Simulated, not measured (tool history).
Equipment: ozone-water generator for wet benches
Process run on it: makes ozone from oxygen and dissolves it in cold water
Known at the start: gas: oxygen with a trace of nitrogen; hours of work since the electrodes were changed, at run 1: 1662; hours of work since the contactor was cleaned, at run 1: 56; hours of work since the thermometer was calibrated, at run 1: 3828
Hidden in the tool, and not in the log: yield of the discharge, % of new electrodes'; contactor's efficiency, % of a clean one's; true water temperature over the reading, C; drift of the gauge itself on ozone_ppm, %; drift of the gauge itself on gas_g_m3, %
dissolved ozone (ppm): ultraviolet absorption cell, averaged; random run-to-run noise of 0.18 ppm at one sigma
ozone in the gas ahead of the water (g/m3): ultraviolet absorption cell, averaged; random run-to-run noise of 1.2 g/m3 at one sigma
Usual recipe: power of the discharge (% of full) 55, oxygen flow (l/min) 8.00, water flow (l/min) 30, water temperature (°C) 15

| run | day | power of the discharge (% of full) | oxygen flow (l/min) | water flow (l/min) | water temperature (°C) | hours of work since the electrodes were changed | hours of work since the contactor was cleaned | hours of work since the thermometer was calibrated | dissolved ozone (ppm) | ozone in the gas ahead of the water (g/m3) |
|---|---|---|---|---|---|---|---|---|---|---|
| 1 | 0.000 | 55 | 8.00 | 30 | 15 | 1662 | 56 | 3828 | 24.0 | 211.2 |
| 2 | 1.617 | 55 | 8.00 | 30 | 15 | 1690 | 84 | 3856 | 24.2 | 212.8 |
| 3 | 3.171 | 55 | 8.00 | 30 | 15 | 1717 | 111 | 3883 | 24.0 | 209.1 |
| 4 | 4.842 | 55 | 8.15 | 30 | 15 | 1746 | 140 | 3912 | 23.8 | 207.8 |
| 5 | 7.358 | 55 | 8.00 | 30 | 9 | 1789 | 183 | 3955 | 26.2 | 209.2 |
| 6 | 8.721 | 55 | 8.00 | 30 | 9 | 1813 | 207 | 3979 | 26.0 | 208.3 |
| 7 | 10.933 | 55 | 8.00 | 30 | 9 | 1851 | 245 | 4017 | 25.9 | 211.0 |
| 8 | 13.204 | 55 | 8.00 | 30 | 9 | 1890 | 284 | 4056 | 25.8 | 210.4 |
| 9 | 15.271 | 55 | 8.00 | 30 | 9 | 1925 | 320 | 4091 | 25.9 | 208.8 |
| 10 | 17.579 | 55 | 8.00 | 30 | 15 | 1965 | 359 | 4131 | 23.7 | 211.9 |
| 11 | 19.717 | 55 | 8.00 | 30 | 9 | 2002 | 396 | 4168 | 25.9 | 208.0 |
| 12 | 22.117 | 50 | 8.00 | 30 | 9 | 2043 | 437 | 4209 | 24.7 | 199.7 |
| 13 | 23.275 | 50 | 8.00 | 30 | 9 | 2063 | 457 | 4229 | 24.5 | 200.4 |
| 14 | 24.488 | 55 | 8.00 | 35 | 15 | 2084 | 478 | 4250 | 21.0 | 208.9 |
| 15 | 26.404 | 55 | 8.00 | 35 | 15 | 2117 | 511 | 4283 | 21.0 | 207.8 |
| 16 | 27.971 | 55 | 8.00 | 35 | 15 | 2144 | 538 | 4310 | 21.4 | 205.9 |
| 17 | 29.725 | 98 | 4.81 | 35 | 15 | 2174 | 569 | 4340 | 27.9 | 393.3 |
| 18 | 31.204 | 57 | 4.78 | 22 | 22 | 2200 | 594 | 4366 | 28.9 | 295.9 |
|  | 31.483 | contactor cleaned |
| 19 | 33.888 | 55 | 6.19 | 30 | 12 | 2243 | 41 | 4409 | 24.9 | 246.5 |
| 20 | 35.608 | 55 | 6.19 | 30 | 12 | 2273 | 71 | 4439 | 24.9 | 245.5 |
| 21 | 37.008 | 55 | 8.00 | 28 | 7 | 2297 | 95 | 4463 | 27.8 | 207.6 |
| 22 | 38.783 | 55 | 8.00 | 28 | 7 | 2328 | 126 | 4494 | 28.0 | 208.6 |
| 23 | 40.250 | 55 | 8.00 | 28 | 7 | 2353 | 151 | 4519 | 27.8 | 208.7 |
| 24 | 41.750 | 55 | 8.00 | 28 | 7 | 2379 | 177 | 4545 | 27.7 | 207.5 |
|  | 42.583 | contactor cleaned, once more |
| 25 | 43.071 | 55 | 8.00 | 28 | 7 | 2399 | 8 | 4565 | 27.9 | 208.1 |
| 26 | 44.733 | 55 | 6.77 | 28 | 7 | 2427 | 37 | 4593 | 27.9 | 230.1 |
| 27 | 46.279 | 80 | 10.63 | 39 | 21 | 2454 | 64 | 4620 | 21.0 | 211.8 |
| 28 | 47.721 | 80 | 10.63 | 39 | 21 | 2479 | 88 | 4645 | 21.4 | 211.2 |
| 29 | 49.825 | 55 | 8.00 | 36 | 22 | 2515 | 125 | 4681 | 18.9 | 205.5 |
| 30 | 51.954 | 55 | 8.00 | 36 | 22 | 2552 | 161 | 4718 | 18.8 | 207.6 |
| 31 | 54.446 | 62 | 11.13 | 25 | 20 | 2595 | 204 | 4761 | 24.6 | 178.5 |
| 32 | 55.946 | 62 | 11.13 | 25 | 20 | 2620 | 230 | 4786 | 25.1 | 177.6 |

Below, some changes in dissolved ozone (ppm) between adjacent runs. For each, the amount present without the hidden state too (settings, incoming material, random variation) and the amount remaining for the hidden state with gauge scatter not shared by both compared results:
Run 16 -> 17: power of the discharge (% of full) 55 -> 98, oxygen flow (l/min) 8.00 -> 4.81. dissolved ozone (ppm) +6.5: hidden state -0.6, all else +7.1.
Run 17 -> 18: power of the discharge (% of full) 98 -> 57, oxygen flow (l/min) 4.81 -> 4.78, water flow (l/min) 35 -> 22, water temperature (°C) 15 -> 22. dissolved ozone (ppm) +1.0: hidden state +0.3, all else +0.7.
Run 26 -> 27: power of the discharge (% of full) 55 -> 80, oxygen flow (l/min) 6.77 -> 10.63, water flow (l/min) 28 -> 39, water temperature (°C) 7 -> 21. dissolved ozone (ppm) -6.9: hidden state +0.1, all else -7.0.
Run 30 -> 31: power of the discharge (% of full) 55 -> 62, oxygen flow (l/min) 8.00 -> 11.13, water flow (l/min) 36 -> 25, water temperature (°C) 22 -> 20. dissolved ozone (ppm) +5.8: hidden state -0.5, all else +6.3.

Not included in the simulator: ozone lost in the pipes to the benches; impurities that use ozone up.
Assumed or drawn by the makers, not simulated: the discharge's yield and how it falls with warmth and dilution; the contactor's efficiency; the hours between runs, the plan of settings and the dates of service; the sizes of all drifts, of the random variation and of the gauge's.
